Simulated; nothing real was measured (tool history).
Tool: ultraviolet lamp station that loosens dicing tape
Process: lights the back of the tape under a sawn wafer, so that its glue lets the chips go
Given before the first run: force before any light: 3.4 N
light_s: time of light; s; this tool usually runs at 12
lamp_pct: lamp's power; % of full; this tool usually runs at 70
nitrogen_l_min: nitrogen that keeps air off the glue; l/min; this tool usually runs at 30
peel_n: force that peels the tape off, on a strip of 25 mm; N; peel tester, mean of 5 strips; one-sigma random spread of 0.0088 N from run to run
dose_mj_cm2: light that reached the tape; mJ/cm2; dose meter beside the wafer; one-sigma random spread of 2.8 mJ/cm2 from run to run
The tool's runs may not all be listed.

run	hour	light_s	lamp_pct	nitrogen_l_min	peel_n	dose_mj_cm2
1	0.0	12	70	30	0.524	319
2	43.6	12	77	30	0.452	341
3	126.0	12	77	30	0.481	334
4	183.4	12	77	30	0.513	325
5	259.1	12	70	30	0.607	292
6	296.8	10	70	30	0.798	243
7	381.8	12	79	30	0.526	315
# hour 425.3: window cleaned of glue's vapour
8	463.2	12	79	30	0.657	277
9	539.9	12	70	30	0.809	238
10	617.5	12	70	30	0.852	233
# hour 690.5: window cleaned of glue's vapour, once more
11	690.5	12	70	30	0.556	300
12	751.9	12	70	30	0.584	301
13	800.3	12	70	30	0.610	289
14	850.8	12	70	30	0.651	286
15	934.4	12	70	30	0.664	278
16	1007.6	12	70	30	0.678	271
17	1059.0	12	70	30	0.702	272
18	1094.5	12	70	30	0.720	265
# hour 1132.5: lamp changed
19	1179.1	12	70	30	0.428	352
20	1230.5	12	70	30	0.452	344
21	1297.5	12	70	30	0.473	335
22	1351.3	15	70	30	0.315	417
23	1430.5	13	70	30	0.440	351
# hour 1459.4: window cleaned of glue's vapour
24	1483.7	13	70	30	0.350	391
25	1520.3	13	70	30	0.366	391
26	1591.7	6	67	26	1.199	167
27	1666.7	12	96	30	0.255	465
28	1748.2	12	70	13	0.676	332
29	1795.2	12	82	18	0.473	384
30	1843.6	9	60	33	0.951	205
31	1894.7	12	82	25	0.423	365
32	1965.5	12	63	29	0.663	278
33	2008.9	11	64	18	0.854	257
34	2062.2	11	64	18	0.902	246
35	2099.9	10	79	18	0.753	278
36	2137.5	9	77	30	0.812	245
37	2214.2	8	64	29	1.144	176
# hour 2226.7: window cleaned of glue's vapour
38	2295.2	23	62	28	0.178	544
39	2340.1	12	76	10	0.709	339
40	2404.2	8	96	30	0.668	281
41	2445.1	8	96	30	0.676	281
42	2494.7	23	74	11	0.235	604
43	2532.7	11	98	12	0.573	377
44	2617.3	8	100	17	0.813	274

What if the next run were any one of these 3? Each begins from the tool's condition after run 44:
A	2664.1	15	61	17	?	?
B	2664.1	9	70	30	?	?
C	2664.1	9	74	15	?	?

run	peel_n	dose_mj_cm2
A	0.691	309
B	0.982	214
C	1.040	222
Take away the tool's hidden state, keep each run's random variation, and the runs would have read:
run	peel_n	dose_mj_cm2
A	0.402	426
B	0.625	294
C	0.693	306
